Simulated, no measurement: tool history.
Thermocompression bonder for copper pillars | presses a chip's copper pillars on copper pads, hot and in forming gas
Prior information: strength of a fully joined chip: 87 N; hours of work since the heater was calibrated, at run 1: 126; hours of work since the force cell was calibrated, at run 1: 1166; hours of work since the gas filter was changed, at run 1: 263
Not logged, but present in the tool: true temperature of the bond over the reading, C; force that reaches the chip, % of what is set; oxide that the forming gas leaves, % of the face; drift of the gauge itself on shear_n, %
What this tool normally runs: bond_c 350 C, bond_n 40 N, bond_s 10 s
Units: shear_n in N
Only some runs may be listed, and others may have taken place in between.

| run | hour | bond_c | bond_n | bond_s | hours of work since the heater was calibrated | hours of work since the force cell was calibrated | hours of work since the gas filter was changed | shear_n |
|---|---|---|---|---|---|---|---|---|
| 1 | 0.0 | 350 | 40 | 10 | 126 | 1166 | 263 | 56.0 |
| 2 | 31.1 | 350 | 40 | 10 | 150 | 1191 | 287 | 55.5 |
| 3 | 67.1 | 350 | 40 | 10 | 179 | 1219 | 316 | 56.6 |
|  | 90.2 | forming gas filter changed |
| 4 | 102.5 | 350 | 40 | 10 | 206 | 1247 | 10 | 54.6 |
| 5 | 160.7 | 350 | 40 | 10 | 252 | 1293 | 56 | 55.4 |
| 6 | 192.7 | 350 | 40 | 10 | 277 | 1318 | 81 | 56.7 |
| 7 | 242.9 | 369 | 40 | 10 | 317 | 1358 | 120 | 65.2 |
|  | 260.4 | force cell calibrated |
| 8 | 296.5 | 369 | 40 | 10 | 358 | 28 | 162 | 65.6 |
| 9 | 348.0 | 369 | 40 | 10 | 399 | 69 | 202 | 63.9 |
| 10 | 375.2 | 336 | 40 | 6 | 420 | 91 | 224 | 40.8 |
| 11 | 437.2 | 349 | 40 | 6 | 469 | 139 | 272 | 47.4 |
| 12 | 496.3 | 373 | 40 | 11 | 515 | 186 | 319 | 67.8 |
|  | 514.1 | forming gas filter changed |
| 13 | 524.7 | 373 | 40 | 11 | 537 | 208 | 8 | 68.6 |
| 14 | 584.4 | 380 | 42 | 28 | 585 | 255 | 55 | 81.7 |
|  | 591.0 | heater calibrated with a thermocouple chip |
| 15 | 622.1 | 335 | 29 | 16 | 25 | 283 | 84 | 43.8 |
| 16 | 648.3 | 334 | 48 | 6 | 45 | 304 | 104 | 45.4 |
| 17 | 703.7 | 339 | 35 | 14 | 89 | 348 | 148 | 49.9 |
| 18 | 756.4 | 379 | 40 | 10 | 130 | 389 | 190 | 69.2 |

What if the next run were any one of these 4? Each begins from the tool's condition after run 18:
| A | 794.1 | 325 | 39 | 6 | 160 | 419 | 219 | ? |
| B | 794.1 | 364 | 40 | 8 | 160 | 419 | 219 | ? |
| C | 794.1 | 374 | 40 | 11 | 160 | 419 | 219 | ? |
| D | 794.1 | 374 | 45 | 5 | 160 | 419 | 219 | ? |

| run | shear_n |
|---|---|
| A | 34.4 |
| B | 59.0 |
| C | 67.2 |
| D | 60.2 |
What these runs would have given with no unlogged condition in the tool:
| run | shear_n |
|---|---|
| A | 34.5 |
| B | 59.1 |
| C | 67.3 |
| D | 60.3 |
